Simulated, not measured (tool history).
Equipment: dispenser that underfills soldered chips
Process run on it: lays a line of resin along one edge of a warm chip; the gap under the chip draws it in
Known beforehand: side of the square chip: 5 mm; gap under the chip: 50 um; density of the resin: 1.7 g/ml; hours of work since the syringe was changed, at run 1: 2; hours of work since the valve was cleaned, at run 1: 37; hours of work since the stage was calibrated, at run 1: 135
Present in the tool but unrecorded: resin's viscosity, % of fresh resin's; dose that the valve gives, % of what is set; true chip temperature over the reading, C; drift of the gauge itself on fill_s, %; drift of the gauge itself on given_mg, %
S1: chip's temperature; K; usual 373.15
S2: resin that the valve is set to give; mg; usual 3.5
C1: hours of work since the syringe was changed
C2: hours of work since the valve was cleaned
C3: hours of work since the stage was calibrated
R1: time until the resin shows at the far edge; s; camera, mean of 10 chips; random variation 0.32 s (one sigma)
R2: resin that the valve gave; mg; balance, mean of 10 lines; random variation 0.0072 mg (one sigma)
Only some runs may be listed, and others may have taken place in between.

run 1 hour=0 | S1=373.15 S2=3.5 | C1=2 C2=37 C3=135 | R1=13.2 R2=3.475
run 2 hour=8.9 | S1=373.15 S2=3.5 | C1=9 C2=44 C3=141 | R1=22.9 R2=3.456
-- hour=10 new syringe of resin
run 3 hour=13.8 | S1=373.15 S2=3.5 | C1=3 C2=47 C3=145 | R1=13.5 R2=3.459
-- hour=16.4 dispensing valve cleaned and set on the balance
run 4 hour=19.1 | S1=373.15 S2=3.5 | C1=6 C2=2 C3=148 | R1=17.3 R2=3.497
-- hour=23.7 new syringe of resin
run 5 hour=27.5 | S1=373.15 S2=3.5 | C1=3 C2=8 C3=154 | R1=13.3 R2=3.497
run 6 hour=34 | S1=381.15 S2=3.5 | C1=7 C2=13 C3=158 | R1=13.8 R2=3.482
-- hour=36.5 new syringe of resin
run 7 hour=38.8 | S1=381.15 S2=3.5 | C1=2 C2=16 C3=162 | R1=8.2 R2=3.496
run 8 hour=46.6 | S1=381.15 S2=3.5 | C1=7 C2=21 C3=167 | R1=14.1 R2=3.476
-- hour=49.4 new syringe of resin
run 9 hour=56.4 | S1=373.15 S2=3.5 | C1=5 C2=28 C3=174 | R1=15.8 R2=3.463
-- hour=62 new syringe of resin
run 10 hour=62 | S1=373.15 S2=3.5 | C1=0 C2=32 C3=178 | R1=9.7 R2=3.462
run 11 hour=66.2 | S1=373.15 S2=3.5 | C1=3 C2=35 C3=181 | R1=13.8 R2=3.469
run 12 hour=73.9 | S1=373.15 S2=3.5 | C1=9 C2=41 C3=186 | R1=22.6 R2=3.457
-- hour=75.1 new syringe of resin
run 13 hour=83.1 | S1=372.15 S2=3.5 | C1=6 C2=47 C3=193 | R1=18 R2=3.452
-- hour=85.4 dispensing valve cleaned and set on the balance
-- hour=89 new syringe of resin
run 14 hour=89.4 | S1=359.15 S2=3.5 | C1=0 C2=3 C3=197 | R1=21.1 R2=3.508
run 15 hour=94.6 | S1=359.15 S2=3.5 | C1=4 C2=6 C3=200 | R1=29.7 R2=3.499
run 16 hour=100.5 | S1=370.15 S2=3.5 | C1=8 C2=11 C3=205 | R1=24.6 R2=3.496
-- hour=102.1 new syringe of resin
run 17 hour=107.6 | S1=370.15 S2=3.5 | C1=4 C2=16 C3=209 | R1=16.5 R2=3.483
-- hour=115.2 new syringe of resin
run 18 hour=117.1 | S1=370.15 S2=3.5 | C1=1 C2=22 C3=216 | R1=13.6 R2=3.465
run 19 hour=124.9 | S1=370.15 S2=3.5 | C1=7 C2=28 C3=222 | R1=22.9 R2=3.477
-- hour=127.8 new syringe of resin
run 20 hour=133.7 | S1=359.15 S2=3.45 | C1=4 C2=34 C3=228 | R1=29 R2=3.415
run 21 hour=138.7 | S1=359.15 S2=3.45 | C1=8 C2=38 C3=232 | R1=40.2 R2=3.408
-- hour=140.7 new syringe of resin
run 22 hour=147.6 | S1=359.15 S2=3.45 | C1=5 C2=44 C3=238 | R1=29.6 R2=3.398
-- hour=153.4 new syringe of resin
-- hour=155.1 dispensing valve cleaned and set on the balance
run 23 hour=158.2 | S1=359.15 S2=3.45 | C1=3 C2=2 C3=244 | R1=26.7 R2=3.447
run 24 hour=164.5 | S1=364.15 S2=4.08 | C1=7 C2=7 C3=249 | R1=29.8 R2=4.058
-- hour=167.7 new syringe of resin
run 25 hour=173.5 | S1=385.15 S2=4.25 | C1=4 C2=13 C3=255 | R1=9 R2=4.225
-- hour=180.3 new syringe of resin
run 26 hour=180.3 | S1=385.15 S2=3.6 | C1=0 C2=18 C3=260 | R1=6 R2=3.573
run 27 hour=187.2 | S1=378.15 S2=4.26 | C1=5 C2=23 C3=265 | R1=13 R2=4.209
-- hour=192.8 new syringe of resin
run 28 hour=197.1 | S1=378.15 S2=4.26 | C1=3 C2=30 C3=272 | R1=11.2 R2=4.199
run 29 hour=202.7 | S1=362.15 S2=3.7 | C1=7 C2=34 C3=276 | R1=32.5 R2=3.657
-- hour=205.6 new syringe of resin
run 30 hour=207.9 | S1=362.15 S2=3.7 | C1=2 C2=37 C3=280 | R1=19.3 R2=3.641
run 31 hour=214 | S1=359.15 S2=4.47 | C1=6 C2=42 C3=284 | R1=33.8 R2=4.399
-- hour=218.5 new syringe of resin
run 32 hour=221 | S1=365.15 S2=3.9 | C1=2 C2=47 C3=289 | R1=17 R2=3.823
-- hour=224.3 dispensing valve cleaned and set on the balance
run 33 hour=227.7 | S1=373.15 S2=4.42 | C1=6 C2=2 C3=293 | R1=16.9 R2=4.403
-- hour=232.1 new syringe of resin
run 34 hour=233.7 | S1=373.15 S2=3.2 | C1=1 C2=7 C3=297 | R1=11.8 R2=3.192

Run by run, hidden condition taken away, random variation retained:
run=1 R1=10.7 R2=3.5
run=2 R1=10.7 R2=3.489
run=3 R1=10.7 R2=3.496
run=4 R1=10.4 R2=3.497
run=5 R1=10.7 R2=3.504
run=6 R1=7.3 R2=3.494
run=7 R1=7.2 R2=3.512
run=8 R1=7.7 R2=3.499
run=9 R1=10.4 R2=3.494
run=10 R1=9.9 R2=3.497
run=11 R1=10.8 R2=3.508
run=12 R1=11.4 R2=3.503
run=13 R1=11.2 R2=3.505
run=14 R1=20.7 R2=3.509
run=15 R1=21.3 R2=3.504
run=16 R1=12 R2=3.506
run=17 R1=11.9 R2=3.499
run=18 R1=12.2 R2=3.489
run=19 R1=13 R2=3.508
run=20 R1=20.4 R2=3.453
run=21 R1=20.9 R2=3.45
run=22 R1=19.8 R2=3.446
run=23 R1=21.3 R2=3.457
run=24 R1=16 R2=4.077
run=25 R1=6.4 R2=4.254
run=26 R1=6 R2=3.604
run=27 R1=8.5 R2=4.252
run=28 R1=8.7 R2=4.253
run=29 R1=17.8 R2=3.709
run=30 R1=17.5 R2=3.698
run=31 R1=21.4 R2=4.474
run=32 R1=15.1 R2=3.895
run=33 R1=10.4 R2=4.408
run=34 R1=10.8 R2=3.201
